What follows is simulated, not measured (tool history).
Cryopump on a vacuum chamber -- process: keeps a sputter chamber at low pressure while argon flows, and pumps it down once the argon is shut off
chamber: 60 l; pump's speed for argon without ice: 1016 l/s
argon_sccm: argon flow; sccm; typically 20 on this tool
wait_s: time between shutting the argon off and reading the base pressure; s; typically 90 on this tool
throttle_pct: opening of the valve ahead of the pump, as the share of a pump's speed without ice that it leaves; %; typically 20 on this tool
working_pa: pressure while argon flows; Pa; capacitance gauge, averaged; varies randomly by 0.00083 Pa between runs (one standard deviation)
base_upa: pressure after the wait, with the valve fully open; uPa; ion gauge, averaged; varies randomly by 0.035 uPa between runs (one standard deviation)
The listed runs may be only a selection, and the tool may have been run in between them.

Run 1, day 0: usual settings. Result: working_pa 0.1723 Pa, base_upa 6.15 uPa.
Run 2, day 1.983: usual settings. Result: working_pa 0.1726 Pa, base_upa 6.03 uPa.
Run 3, day 5.408: usual settings but throttle_pct 26 %. Result: working_pa 0.135 Pa, base_upa 6.23 uPa.
At day 7.688: pump warmed up, emptied and cooled again.
At day 8.729: leaking fittings of the chamber tightened, without venting.
Run 4, day 8.758: usual settings but argon_sccm 16 sccm. Result: working_pa 0.1329 Pa, base_upa 1.97 uPa.
Run 5, day 11.762: usual settings but argon_sccm 16 sccm, wait_s 283 s. Result: working_pa 0.1345 Pa, base_upa 0.91 uPa.
Run 6, day 13.471: usual settings but throttle_pct 27 %. Result: working_pa 0.124 Pa, base_upa 2.05 uPa.
Run 7, day 16.408: usual settings but wait_s 33 s. Result: working_pa 0.1683 Pa, base_upa 4.77 uPa.
Run 8, day 19.871: usual settings but argon_sccm 31 sccm. Result: working_pa 0.2598 Pa, base_upa 2.16 uPa.
Run 9, day 22.317: usual settings. Result: working_pa 0.1691 Pa, base_upa 2.1 uPa.
Run 10, day 24.171: usual settings. Result: working_pa 0.1678 Pa, base_upa 2.12 uPa.
Run 11, day 26.112: usual settings but wait_s 46 s. Result: working_pa 0.1686 Pa, base_upa 3.64 uPa.
Run 12, day 29.175: usual settings. Result: working_pa 0.1692 Pa, base_upa 2.21 uPa.
Run 13, day 31.279: usual settings. Result: working_pa 0.1683 Pa, base_upa 2.34 uPa.
Run 14, day 33.429: usual settings. Result: working_pa 0.1682 Pa, base_upa 2.4 uPa.
Run 15, day 35.442: usual settings. Result: working_pa 0.1699 Pa, base_upa 2.37 uPa.
Run 16, day 38.233: usual settings but throttle_pct 54 %. Result: working_pa 0.0643 Pa, base_upa 2.42 uPa.
Run 17, day 41.017: usual settings but throttle_pct 54 %. Result: working_pa 0.0657 Pa, base_upa 2.56 uPa.
Run 18, day 44.55: usual settings but argon_sccm 26 sccm, wait_s 44 s, throttle_pct 17 %. Result: working_pa 0.2597 Pa, base_upa 4.26 uPa.
Run 19, day 47.8: usual settings but argon_sccm 12 sccm, wait_s 84 s. Result: working_pa 0.1026 Pa, base_upa 2.76 uPa.
Run 20, day 49.817: usual settings but argon_sccm 12 sccm, wait_s 84 s. Result: working_pa 0.1032 Pa, base_upa 2.79 uPa.
Run 21, day 53.079: usual settings but argon_sccm 12 sccm, wait_s 84 s. Result: working_pa 0.1029 Pa, base_upa 2.78 uPa.
Run 22, day 55.258: usual settings but argon_sccm 17 sccm, wait_s 43 s, throttle_pct 49 %. Result: working_pa 0.0627 Pa, base_upa 4.45 uPa.
Run 23, day 56.921: usual settings but argon_sccm 17 sccm, wait_s 21 s, throttle_pct 41 %. Result: working_pa 0.0739 Pa, base_upa 8.22 uPa.
Run 24, day 59.833: usual settings but argon_sccm 17 sccm, wait_s 21 s, throttle_pct 41 %. Result: working_pa 0.074 Pa, base_upa 7.91 uPa.
Run 25, day 62.633: usual settings but argon_sccm 16 sccm, throttle_pct 21 %. Result: working_pa 0.132 Pa, base_upa 2.88 uPa.
Run 26, day 65.608: usual settings but argon_sccm 14 sccm, wait_s 57 s, throttle_pct 51 %. Result: working_pa 0.0503 Pa, base_upa 3.99 uPa.
Run 27, day 69.108: usual settings but argon_sccm 34 sccm, wait_s 25 s, throttle_pct 24 %. Result: working_pa 0.2463 Pa, base_upa 7.28 uPa.
Run 28, day 72.596: usual settings but argon_sccm 34 sccm, wait_s 25 s, throttle_pct 24 %. Result: working_pa 0.247 Pa, base_upa 7.12 uPa.
Run 29, day 75.717: usual settings but argon_sccm 16 sccm, wait_s 65 s, throttle_pct 50 %. Result: working_pa 0.0592 Pa, base_upa 3.78 uPa.
Run 30, day 78.171: usual settings but argon_sccm 16 sccm, wait_s 65 s, throttle_pct 50 %. Result: working_pa 0.0586 Pa, base_upa 3.77 uPa.
At day 78.608: pump warmed up, emptied and cooled again.
Run 31, day 80.221: usual settings but argon_sccm 16 sccm, wait_s 65 s, throttle_pct 50 %. Result: working_pa 0.0546 Pa, base_upa 3.62 uPa.
Run 32, day 82.129: usual settings but wait_s 223 s. Result: working_pa 0.1664 Pa, base_upa 2.17 uPa.
Run 33, day 84.233: usual settings but wait_s 223 s. Result: working_pa 0.1678 Pa, base_upa 2.08 uPa.

Measured minus without-hidden-state, run by run (identical run-to-run variation in each term; gauge scatter may differ):
Hidden conditions of the tool in this case: pump's speed, % of a pump's without ice; cold plate's temperature, K; leak into the chamber, uPa l/s; drift of the gauge itself on working_pa, %; drift of the gauge itself on base_upa, %.
run  working_pa  base_upa
  1     +0.0064     +4.22
  2     +0.0067     +4.15
  3     +0.0069     +4.34
  4     +0.0006     +0.04
  5     +0.0007     +0.08
  6     +0.0011     +0.12
  7     +0.0013     +0.17
  8     +0.0024     +0.23
  9     +0.0019     +0.26
 10     +0.0019     +0.29
 11     +0.0021     +0.32
 12     +0.0024     +0.37
 13     +0.0026     +0.42
 14     +0.0027     +0.46
 15      +0.003     +0.49
 16     +0.0032     +0.54
 17     +0.0035     +0.62
 18      +0.005     +0.68
 19     +0.0025     +0.72
 20     +0.0026     +0.78
 21     +0.0028     +0.81
 22     +0.0042     +0.85
 23     +0.0044     +0.92
 24     +0.0046     +0.93
 25     +0.0046     +1.01
 26     +0.0043     +1.09
 27     +0.0108     +1.17
 28     +0.0116      +1.2
 29     +0.0058     +1.28
 30     +0.0059     +1.31
 31     +0.0007     +1.11
 32     +0.0011     +1.19
 33     +0.0012     +1.18
